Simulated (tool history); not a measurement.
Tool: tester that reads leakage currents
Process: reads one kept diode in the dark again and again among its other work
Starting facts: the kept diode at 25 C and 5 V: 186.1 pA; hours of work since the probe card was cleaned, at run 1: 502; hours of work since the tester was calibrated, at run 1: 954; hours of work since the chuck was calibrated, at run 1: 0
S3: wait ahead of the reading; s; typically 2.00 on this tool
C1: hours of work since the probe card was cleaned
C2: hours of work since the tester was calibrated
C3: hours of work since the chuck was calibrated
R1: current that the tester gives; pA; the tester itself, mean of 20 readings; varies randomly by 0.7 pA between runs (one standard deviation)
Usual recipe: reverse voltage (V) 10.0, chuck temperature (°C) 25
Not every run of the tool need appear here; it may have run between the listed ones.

Run 1, hour 0.0: usual settings; C1 502; C2 954; C3 0. Result: R1 238.63 pA.
Run 2, hour 213.4: usual settings but reverse voltage (V) 1.9; C1 652; C2 1105; C3 151. Result: R1 143.23 pA.
Run 3, hour 316.1: usual settings but reverse voltage (V) 1.9; C1 725; C2 1177; C3 223. Result: R1 143.98 pA.
Run 4, hour 473.8: usual settings but reverse voltage (V) 1.9; C1 836; C2 1288; C3 334. Result: R1 146.79 pA.
Run 5, hour 612.2: usual settings; C1 934; C2 1386; C3 432. Result: R1 258.77 pA.
Run 6, hour 842.3: usual settings but chuck temperature (°C) 23; C1 1096; C2 1548; C3 594. Result: R1 228.37 pA.
Run 7, hour 988.3: usual settings but chuck temperature (°C) 23, S3 9.93 s; C1 1199; C2 1651; C3 697. Result: R1 231.26 pA.

The next listed run, before its measurement:
At hour 1002.9: chuck's temperature calibrated.
Run 8, hour 1087.5: usual settings but chuck temperature (°C) 23, S3 9.93 s; C1 1268; C2 1720; C3 60. Result: R1 ?.

R1: 238.68 pA
Minus the tool's unlogged condition, the same run would have read R1 195.48 pA.

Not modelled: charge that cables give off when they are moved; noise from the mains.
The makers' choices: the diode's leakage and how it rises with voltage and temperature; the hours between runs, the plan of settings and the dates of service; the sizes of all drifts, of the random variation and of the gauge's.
